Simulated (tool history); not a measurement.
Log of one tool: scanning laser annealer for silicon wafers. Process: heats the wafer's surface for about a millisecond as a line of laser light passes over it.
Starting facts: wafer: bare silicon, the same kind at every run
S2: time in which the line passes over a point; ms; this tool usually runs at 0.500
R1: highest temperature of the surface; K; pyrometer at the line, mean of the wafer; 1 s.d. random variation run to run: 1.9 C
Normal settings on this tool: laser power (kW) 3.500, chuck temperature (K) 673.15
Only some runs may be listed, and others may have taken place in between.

Run 1, hour 0.0: usual settings. Result: R1 1502.15 K.
Run 2, hour 18.1: usual settings but S2 0.387 ms. Result: R1 1402.15 K.
Run 3, hour 27.3: usual settings but laser power (kW) 3.457. Result: R1 1486.15 K.
Run 4, hour 41.7: usual settings but S2 0.519 ms. Result: R1 1514.15 K.
Run 5, hour 53.6: usual settings but laser power (kW) 3.462. Result: R1 1493.15 K.
Run 6, hour 69.8: usual settings but S2 0.432 ms. Result: R1 1447.15 K.
Run 7, hour 85.4: usual settings but S2 0.432 ms. Result: R1 1443.15 K.
Run 8, hour 95.0: usual settings but chuck temperature (K) 665.15. Result: R1 1493.15 K.
Run 9, hour 106.0: usual settings but chuck temperature (K) 684.15. Result: R1 1510.15 K.
Run 10, hour 121.7: usual settings but chuck temperature (K) 684.15. Result: R1 1505.15 K.
Run 11, hour 135.0: usual settings but chuck temperature (K) 684.15. Result: R1 1512.15 K.
At hour 138.0: window over the wafer cleaned.
Run 12, hour 151.2: usual settings but S2 0.511 ms. Result: R1 1504.15 K.
At hour 167.6: window over the wafer cleaned, once more.
Run 13, hour 170.9: usual settings but laser power (kW) 3.196, S2 0.511 ms. Result: R1 1427.15 K.
Run 14, hour 178.3: usual settings but S2 0.496 ms, chuck temperature (K) 681.15. Result: R1 1510.15 K.
Run 15, hour 190.8: usual settings but S2 0.458 ms, chuck temperature (K) 681.15. Result: R1 1479.15 K.
Run 16, hour 203.8: usual settings but laser power (kW) 3.388, S2 0.458 ms, chuck temperature (K) 702.15. Result: R1 1467.15 K.
Run 17, hour 212.8: usual settings but laser power (kW) 3.790, S2 0.473 ms, chuck temperature (K) 654.15. Result: R1 1545.15 K.

The next listed run, before its measurement:
Run 18, hour 228.7: usual settings but S2 0.482 ms, chuck temperature (K) 705.15. Result: R1 ?.

Logged for run 18: R1 1517.15 K.
Take away the tool's hidden state, keep the run-to-run variation as it was, and the same run would have given R1 1531.15 K.
